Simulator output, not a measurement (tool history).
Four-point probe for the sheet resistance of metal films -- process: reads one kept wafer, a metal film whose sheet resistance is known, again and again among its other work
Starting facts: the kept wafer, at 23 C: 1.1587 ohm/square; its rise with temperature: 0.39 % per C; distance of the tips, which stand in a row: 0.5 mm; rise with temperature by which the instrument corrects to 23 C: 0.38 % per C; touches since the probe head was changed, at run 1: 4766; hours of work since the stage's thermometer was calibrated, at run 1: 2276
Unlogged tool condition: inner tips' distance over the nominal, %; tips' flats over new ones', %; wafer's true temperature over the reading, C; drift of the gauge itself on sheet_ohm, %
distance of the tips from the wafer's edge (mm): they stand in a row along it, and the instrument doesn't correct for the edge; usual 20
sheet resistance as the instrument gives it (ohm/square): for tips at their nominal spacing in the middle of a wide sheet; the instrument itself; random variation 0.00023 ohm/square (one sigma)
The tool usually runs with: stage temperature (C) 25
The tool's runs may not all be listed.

run	hour	stage temperature (C)	distance of the tips from the wafer's edge (mm)	touches since the probe head was changed	hours of work since the stage's thermometer was calibrated	sheet resistance as the instrument gives it (ohm/square)
1	0	25	20	4766	2276	1.157711
2	41.7	25	20	5202	2293	1.157699
3	90.3	25	20	5710	2313	1.15776
4	121.5	25	20	6037	2326	1.157973
5	163.3	25	20	6474	2343	1.157635
6	192.3	25	20	6777	2355	1.157492
7	243.7	25	14	7314	2377	1.157714
# hour 255.5: stage's thermometer calibrated
8	286.3	25	22	7755	13	1.157203
9	339.9	25	22	8316	35	1.156461
# hour 370: stage's thermometer calibrated, once more
10	403.5	25	20	8975	14	1.158837
11	443.2	25	20	9391	30	1.158672
12	480.3	25	20	9779	45	1.158742
13	508.5	25	20	10074	57	1.15853
14	546.5	25	20	10470	73	1.158483
15	600	28	19	11030	95	1.158951
16	659.7	32	7	11654	119	1.162155
17	712.6	34	4	12208	141	1.168348
18	739.7	20	6	12491	152	1.162242
19	779.4	20	6	12907	169	1.162025
20	827.5	22	5	13410	189	1.164047
21	876.2	22	5	13919	209	1.163528
22	920.1	27	15	14377	227	1.158889
23	971.7	34	42	14917	248	1.158486
24	1021.1	29	8	15434	268	1.160606
25	1067.9	31	13	15924	288	1.159383
26	1094.8	22	20	16205	299	1.157875
27	1142.5	22	20	16704	319	1.157762

Here are 4 independent what-if runs from the current tool condition. What would each one return?
A	1204.4	27	20	17351	344	?
B	1204.4	21	4	17351	344	?
C	1204.4	28	10	17351	344	?
D	1204.4	20	41	17351	344	?

run	sheet resistance as the instrument gives it (ohm/square)
A	1.158029
B	1.167006
C	1.159191
D	1.157405
Take away the tool's hidden state, keep each run's random variation, and the runs would have read:
run	sheet resistance as the instrument gives it (ohm/square)
A	1.159368
B	1.168366
C	1.16053
D	1.158756
